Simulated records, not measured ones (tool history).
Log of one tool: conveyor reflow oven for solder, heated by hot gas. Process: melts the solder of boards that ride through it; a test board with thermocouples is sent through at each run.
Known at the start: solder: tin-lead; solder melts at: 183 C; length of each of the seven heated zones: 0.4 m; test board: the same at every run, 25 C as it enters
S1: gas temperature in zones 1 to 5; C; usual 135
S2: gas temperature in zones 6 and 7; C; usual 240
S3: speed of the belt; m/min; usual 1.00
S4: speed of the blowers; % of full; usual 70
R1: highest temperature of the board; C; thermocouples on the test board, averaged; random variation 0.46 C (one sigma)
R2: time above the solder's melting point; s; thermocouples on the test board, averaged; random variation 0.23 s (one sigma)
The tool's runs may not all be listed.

| run | hour | S1 | S2 | S3 | S4 | R1 | R2 |
|---|---|---|---|---|---|---|---|
| 1 | 0.0 | 135 | 240 | 1.00 | 70 | 218.9 | 35.7 |
| 2 | 66.9 | 135 | 240 | 1.00 | 70 | 218.4 | 36.2 |
|  | 81.0 | flux residue cleaned out of gas plates and filters |
| 3 | 122.0 | 135 | 240 | 1.00 | 70 | 219.1 | 36.7 |
| 4 | 205.2 | 135 | 240 | 1.00 | 70 | 219.2 | 36.7 |
|  | 233.2 | belt drive overhauled, speed set with a stopwatch |
| 5 | 260.2 | 135 | 240 | 1.00 | 70 | 217.3 | 34.5 |
| 6 | 333.6 | 135 | 240 | 1.00 | 70 | 217.5 | 34.5 |
|  | 362.0 | flux residue cleaned out of gas plates and filters |
| 7 | 413.4 | 135 | 240 | 1.00 | 77 | 219.4 | 36.1 |
| 8 | 456.8 | 140 | 237 | 0.97 | 73 | 218.5 | 38.1 |
| 9 | 512.5 | 140 | 237 | 1.14 | 51 | 204.9 | 23.7 |
| 10 | 569.0 | 140 | 237 | 1.14 | 51 | 205.0 | 23.5 |
| 11 | 609.8 | 140 | 237 | 1.14 | 51 | 204.6 | 23.3 |
|  | 637.4 | flux residue cleaned out of gas plates and filters |
| 12 | 679.2 | 141 | 239 | 1.14 | 51 | 206.3 | 25.5 |

Forecast each of these 4 alternatives for the next run:
| A | 716.8 | 141 | 237 | 1.14 | 50 | ? | ? |
| B | 716.8 | 142 | 246 | 1.13 | 70 | ? | ? |
| C | 716.8 | 135 | 240 | 1.00 | 54 | ? | ? |
| D | 716.8 | 141 | 239 | 1.19 | 76 | ? | ? |

| run | R1 | R2 |
|---|---|---|
| A | 204.7 | 23.9 |
| B | 218.9 | 32.5 |
| C | 212.7 | 31.9 |
| D | 212.1 | 27.7 |
Without the tool's hidden state the same runs would have given:
| run | R1 | R2 |
|---|---|---|
| A | 205.8 | 24.5 |
| B | 220.2 | 32.9 |
| C | 213.9 | 32.4 |
| D | 213.5 | 28.2 |
